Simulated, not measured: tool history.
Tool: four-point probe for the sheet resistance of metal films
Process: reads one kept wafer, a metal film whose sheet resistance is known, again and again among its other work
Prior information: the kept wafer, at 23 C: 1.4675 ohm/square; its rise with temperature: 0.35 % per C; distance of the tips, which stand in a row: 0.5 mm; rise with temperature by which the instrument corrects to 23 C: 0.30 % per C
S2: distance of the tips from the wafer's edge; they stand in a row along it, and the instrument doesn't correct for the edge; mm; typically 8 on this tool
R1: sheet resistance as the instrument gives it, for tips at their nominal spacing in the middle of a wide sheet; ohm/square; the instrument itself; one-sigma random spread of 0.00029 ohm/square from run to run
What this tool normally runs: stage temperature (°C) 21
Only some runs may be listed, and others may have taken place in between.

run 1 hour=0 | stage_temperature_(°C)=21 S2=8 | R1=1.46719
run 2 hour=55.5 | stage_temperature_(°C)=21 S2=33 | R1=1.464349
run 3 hour=97.7 | stage_temperature_(°C)=21 S2=33 | R1=1.464161
run 4 hour=155.9 | stage_temperature_(°C)=21 S2=13 | R1=1.465018
run 5 hour=185.5 | stage_temperature_(°C)=26 S2=8 | R1=1.47013
run 6 hour=224.8 | stage_temperature_(°C)=26 S2=8 | R1=1.470793
-- hour=249.2 stage's thermometer calibrated
run 7 hour=257.1 | stage_temperature_(°C)=26 S2=8 | R1=1.4702
run 8 hour=301.2 | stage_temperature_(°C)=26 S2=8 | R1=1.469428
run 9 hour=346.1 | stage_temperature_(°C)=26 S2=8 | R1=1.469289
run 10 hour=379.3 | stage_temperature_(°C)=26 S2=8 | R1=1.469522
-- hour=419.7 stage's thermometer calibrated, once more
run 11 hour=422.8 | stage_temperature_(°C)=26 S2=8 | R1=1.471394
run 12 hour=463.5 | stage_temperature_(°C)=26 S2=8 | R1=1.470952
run 13 hour=506.4 | stage_temperature_(°C)=21 S2=8 | R1=1.467525
run 14 hour=554.5 | stage_temperature_(°C)=21 S2=8 | R1=1.467417
run 15 hour=597.4 | stage_temperature_(°C)=21 S2=8 | R1=1.467749
run 16 hour=651.3 | stage_temperature_(°C)=21 S2=8 | R1=1.467409
run 17 hour=692.2 | stage_temperature_(°C)=28 S2=8 | R1=1.472134
run 18 hour=730.6 | stage_temperature_(°C)=27 S2=8 | R1=1.471692
run 19 hour=758.6 | stage_temperature_(°C)=21 S2=8 | R1=1.467311
run 20 hour=810.9 | stage_temperature_(°C)=21 S2=8 | R1=1.467623
run 21 hour=872.2 | stage_temperature_(°C)=19 S2=4 | R1=1.47493
run 22 hour=920.4 | stage_temperature_(°C)=26 S2=21 | R1=1.467479
run 23 hour=950.8 | stage_temperature_(°C)=29 S2=64 | R1=1.468277
run 24 hour=999.5 | stage_temperature_(°C)=34 S2=11 | R1=1.473333
run 25 hour=1036.4 | stage_temperature_(°C)=24 S2=22 | R1=1.466045
run 26 hour=1079.6 | stage_temperature_(°C)=22 S2=3 | R1=1.485361
run 27 hour=1124.8 | stage_temperature_(°C)=20 S2=18 | R1=1.463139
run 28 hour=1171.9 | stage_temperature_(°C)=19 S2=8 | R1=1.464642
run 29 hour=1214 | stage_temperature_(°C)=21 S2=8 | R1=1.466146
run 30 hour=1261.8 | stage_temperature_(°C)=30 S2=17 | R1=1.469472
run 31 hour=1322.7 | stage_temperature_(°C)=35 S2=12 | R1=1.472578
run 32 hour=1368.7 | stage_temperature_(°C)=33 S2=8 | R1=1.473428
run 33 hour=1416.7 | stage_temperature_(°C)=30 S2=13 | R1=1.469251

The next listed run, before its measurement:
run 34 hour=1449.8 | stage_temperature_(°C)=29 S2=58 | R1=?

For run 34 the tool returned R1 1.468027 ohm/square.
Take away the tool's hidden state, keep the run-to-run variation as it was, and the same run would have given R1 1.47176 ohm/square.
